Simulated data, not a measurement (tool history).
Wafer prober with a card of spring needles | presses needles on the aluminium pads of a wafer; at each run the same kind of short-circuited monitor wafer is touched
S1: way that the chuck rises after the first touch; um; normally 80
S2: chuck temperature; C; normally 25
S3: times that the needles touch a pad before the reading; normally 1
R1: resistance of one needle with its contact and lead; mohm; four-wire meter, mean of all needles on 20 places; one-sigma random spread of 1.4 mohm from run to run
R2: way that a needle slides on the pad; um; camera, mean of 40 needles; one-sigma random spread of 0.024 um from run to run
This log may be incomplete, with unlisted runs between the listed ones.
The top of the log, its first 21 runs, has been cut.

| run | day | S1 | S2 | S3 | R1 | R2 |
|---|---|---|---|---|---|---|
|  | 7.371 | tips cleaned on abrasive film |
| 22 | 7.721 | 80 | 34 | 1 | 133 | 18.05 |
|  | 8.029 | tips cleaned on abrasive film |
| 23 | 8.062 | 80 | 34 | 1 | 120 | 18.02 |
| 24 | 8.538 | 83 | 119 | 3 | 133 | 18.67 |
|  | 8.683 | tips cleaned on abrasive film |
|  | 8.992 | height of the first contact set anew, once more |
| 25 | 8.992 | 70 | 86 | 3 | 133 | 16.18 |
|  | 9.362 | tips cleaned on abrasive film |
| 26 | 9.488 | 70 | 86 | 2 | 134 | 16.21 |
| 27 | 9.921 | 93 | 86 | 2 | 131 | 21.49 |
|  | 10.033 | tips cleaned on abrasive film |
| 28 | 10.433 | 93 | 86 | 2 | 126 | 21.46 |
|  | 10.692 | tips cleaned on abrasive film |
| 29 | 10.946 | 93 | 103 | 1 | 134 | 21.45 |
|  | 11.342 | tips cleaned on abrasive film |
| 30 | 11.379 | 82 | 122 | 1 | 129 | 18.93 |
| 31 | 11.850 | 63 | 54 | 2 | 144 | 14.54 |
|  | 11.992 | tips cleaned on abrasive film |
| 32 | 12.271 | 63 | 54 | 2 | 138 | 14.49 |
|  | 12.650 | tips cleaned on abrasive film |
| 33 | 12.671 | 68 | 99 | 2 | 132 | 15.64 |
| 34 | 13.154 | 81 | 25 | 1 | 136 | 18.63 |

Here are 3 independent what-if runs from the current tool condition. What would each one return?
|  | 13.304 | tips cleaned on abrasive film |
| A | 13.483 | 76 | 25 | 2 | ? | ? |
|  | 13.304 | tips cleaned on abrasive film |
| B | 13.483 | 77 | 103 | 3 | ? | ? |
|  | 13.304 | tips cleaned on abrasive film |
| C | 13.483 | 80 | 25 | 2 | ? | ? |

| run | R1 | R2 |
|---|---|---|
| A | 121 | 17.51 |
| B | 134 | 17.66 |
| C | 120 | 18.45 |
With no hidden state in the tool, these same runs would have given:
| run | R1 | R2 |
|---|---|---|
| A | 114 | 17.59 |
| B | 129 | 17.74 |
| C | 113 | 18.53 |
